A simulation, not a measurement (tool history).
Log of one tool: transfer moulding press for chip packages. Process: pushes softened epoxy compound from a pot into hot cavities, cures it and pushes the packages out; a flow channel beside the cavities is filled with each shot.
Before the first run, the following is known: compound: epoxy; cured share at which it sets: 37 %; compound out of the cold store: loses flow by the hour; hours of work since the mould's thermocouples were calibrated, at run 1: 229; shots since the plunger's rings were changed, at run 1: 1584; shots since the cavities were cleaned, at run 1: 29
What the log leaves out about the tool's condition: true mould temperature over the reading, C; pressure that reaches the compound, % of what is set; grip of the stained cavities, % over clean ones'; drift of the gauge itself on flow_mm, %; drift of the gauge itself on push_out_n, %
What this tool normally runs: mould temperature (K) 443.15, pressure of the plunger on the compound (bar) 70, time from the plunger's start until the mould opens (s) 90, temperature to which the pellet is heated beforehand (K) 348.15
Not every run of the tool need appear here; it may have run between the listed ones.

run	hour	mould temperature (K)	pressure of the plunger on the compound (bar)	time from the plunger's start until the mould opens (s)	temperature to which the pellet is heated beforehand (K)	hours of work since the mould's thermocouples were calibrated	shots since the plunger's rings were changed	shots since the cavities were cleaned	incoming compound's hours out of the cold store	length that the compound runs in the flow channel (mm)	greatest force on the pins that push the packages out (N)
1	0	443.15	70	90	348.15	229	1584	29	18	908	199
2	13.7	443.15	70	90	348.15	238	1744	189	43.1	812	214
3	33.2	443.15	70	90	356.15	250	1971	416	43.6	804	256
# hour 40.7: cavities cleaned with cleaning compound and waxed
4	50.2	443.15	70	126	348.15	260	2150	110	38.3	822	171
5	62.9	443.15	70	90	348.15	268	2298	258	40	815	232
# hour 84: cavities cleaned with cleaning compound and waxed
6	85.3	443.15	70	90	348.15	281	2542	16	13.5	902	196
7	95.2	443.15	72.6	90	348.15	287	2657	131	38.5	831	209
8	118.2	443.15	72.6	90	348.15	302	2924	398	46.2	799	244
# hour 127.4: cavities cleaned with cleaning compound and waxed
# hour 136.2: plunger's sealing rings changed
9	141.2	443.15	70	90	345.15	313	58	131	32.3	867	216
10	151	443.15	70	90	348.15	320	173	246	11.6	945	249
11	168.3	443.15	70	90	348.15	331	373	446	31.3	868	259
# hour 172.9: cavities cleaned with cleaning compound and waxed
12	187.4	443.15	70	90	348.15	342	579	170	24.7	892	226
13	210.1	443.15	70	90	348.15	356	843	434	35.7	847	261
# hour 215.8: cavities cleaned with cleaning compound and waxed
14	234.3	443.15	70	90	348.15	370	1106	215	17.5	908	230
15	247.3	443.15	70	110	348.15	378	1258	367	26.2	875	212
# hour 259.9: cavities cleaned with cleaning compound and waxed
16	259.9	442.15	86.8	90	348.15	385	1387	0	15.7	1019	214
17	275.7	442.15	86.8	122	356.15	395	1571	184	11.8	1040	188
18	298.4	443.15	62.7	81	348.15	410	1835	448	38.3	781	305
# hour 304.2: cavities cleaned with cleaning compound and waxed
19	310.5	443.15	74.5	74	348.15	416	1958	73	36.2	857	290
20	329.6	449.15	74.5	101	348.15	428	2180	295	22.7	887	196
21	339.8	443.15	70	124	354.15	435	2299	414	44.6	804	221
# hour 347: cavities cleaned with cleaning compound and waxed
22	363.5	443.15	70	124	354.15	449	2557	192	32.6	842	184
23	387	445.15	74.9	90	348.15	463	2830	465	45.3	812	253

Estimate the outcome of run 24 from the log above:
# hour 390.7: cavities cleaned with cleaning compound and waxed
24	406.3	443.15	70	114	348.15	475	3037	181	35	?	?

Run 24 produced length that the compound runs in the flow channel (mm) 825, greatest force on the pins that push the packages out (N) 190.
Were there no unlogged condition in the tool, this run, its random variation unchanged, would have produced length that the compound runs in the flow channel (mm) 859, greatest force on the pins that push the packages out (N) 159.

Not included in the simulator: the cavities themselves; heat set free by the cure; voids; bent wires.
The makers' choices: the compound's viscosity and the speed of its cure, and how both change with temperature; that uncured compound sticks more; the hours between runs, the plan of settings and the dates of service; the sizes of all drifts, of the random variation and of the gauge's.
